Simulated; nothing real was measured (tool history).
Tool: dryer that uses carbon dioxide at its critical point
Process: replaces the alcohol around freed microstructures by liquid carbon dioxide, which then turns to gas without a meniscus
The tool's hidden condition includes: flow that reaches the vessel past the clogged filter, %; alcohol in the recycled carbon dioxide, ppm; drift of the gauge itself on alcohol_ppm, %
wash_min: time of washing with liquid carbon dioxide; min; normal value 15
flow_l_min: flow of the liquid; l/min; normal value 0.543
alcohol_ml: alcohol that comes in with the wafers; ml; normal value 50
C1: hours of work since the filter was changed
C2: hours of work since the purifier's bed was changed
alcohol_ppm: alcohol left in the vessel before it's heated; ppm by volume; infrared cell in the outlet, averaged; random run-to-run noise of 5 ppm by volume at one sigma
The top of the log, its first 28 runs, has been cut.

run 29 hour=761.8 | wash_min=18 flow_l_min=0.358 alcohol_ml=34 | C1=311 C2=884 | alcohol_ppm=383
run 30 hour=797.0 | wash_min=17 flow_l_min=0.519 alcohol_ml=47 | C1=332 C2=905 | alcohol_ppm=253
-- hour=810.0 inlet filter changed
run 31 hour=831.3 | wash_min=13 flow_l_min=0.338 alcohol_ml=27 | C1=13 C2=925 | alcohol_ppm=738
run 32 hour=860.2 | wash_min=11 flow_l_min=0.338 alcohol_ml=70 | C1=30 C2=942 | alcohol_ppm=2795
run 33 hour=894.9 | wash_min=11 flow_l_min=0.338 alcohol_ml=70 | C1=51 C2=963 | alcohol_ppm=2862
run 34 hour=912.8 | wash_min=11 flow_l_min=0.338 alcohol_ml=70 | C1=62 C2=973 | alcohol_ppm=2839
run 35 hour=943.8 | wash_min=20 flow_l_min=0.543 alcohol_ml=36 | C1=80 C2=992 | alcohol_ppm=230
run 36 hour=974.9 | wash_min=20 flow_l_min=0.543 alcohol_ml=36 | C1=99 C2=1011 | alcohol_ppm=234
run 37 hour=1005.6 | wash_min=20 flow_l_min=0.543 alcohol_ml=36 | C1=117 C2=1029 | alcohol_ppm=253
run 38 hour=1028.7 | wash_min=21 flow_l_min=0.498 alcohol_ml=42 | C1=131 C2=1043 | alcohol_ppm=259
run 39 hour=1053.9 | wash_min=21 flow_l_min=0.498 alcohol_ml=42 | C1=146 C2=1058 | alcohol_ppm=269
run 40 hour=1074.6 | wash_min=21 flow_l_min=0.498 alcohol_ml=42 | C1=159 C2=1070 | alcohol_ppm=261
run 41 hour=1102.0 | wash_min=14 flow_l_min=0.327 alcohol_ml=79 | C1=175 C2=1087 | alcohol_ppm=1813
run 42 hour=1137.6 | wash_min=10 flow_l_min=0.543 alcohol_ml=40 | C1=196 C2=1108 | alcohol_ppm=659
run 43 hour=1153.5 | wash_min=10 flow_l_min=0.543 alcohol_ml=40 | C1=206 C2=1118 | alcohol_ppm=690
run 44 hour=1174.1 | wash_min=10 flow_l_min=0.543 alcohol_ml=40 | C1=218 C2=1130 | alcohol_ppm=692
run 45 hour=1191.0 | wash_min=10 flow_l_min=0.600 alcohol_ml=29 | C1=228 C2=1140 | alcohol_ppm=452
run 46 hour=1205.9 | wash_min=16 flow_l_min=0.579 alcohol_ml=27 | C1=237 C2=1149 | alcohol_ppm=286

4 options for the next run, each taken on its own from the tool as it stands now. Forecast them:
run A hour=1220.7 | wash_min=22 flow_l_min=0.785 alcohol_ml=35 | C1=246 C2=1158 | alcohol_ppm=?
run B hour=1220.7 | wash_min=10 flow_l_min=0.704 alcohol_ml=50 | C1=246 C2=1158 | alcohol_ppm=?
run C hour=1220.7 | wash_min=21 flow_l_min=0.543 alcohol_ml=60 | C1=246 C2=1158 | alcohol_ppm=?
run D hour=1220.7 | wash_min=15 flow_l_min=0.543 alcohol_ml=108 | C1=246 C2=1158 | alcohol_ppm=?

run=A alcohol_ppm=278
run=B alcohol_ppm=429
run=C alcohol_ppm=277
run=D alcohol_ppm=404
The same runs, with their run-to-run variation unchanged, on a tool lacking any hidden condition would have given:
run=A alcohol_ppm=5
run=B alcohol_ppm=104
run=C alcohol_ppm=7
run=D alcohol_ppm=77
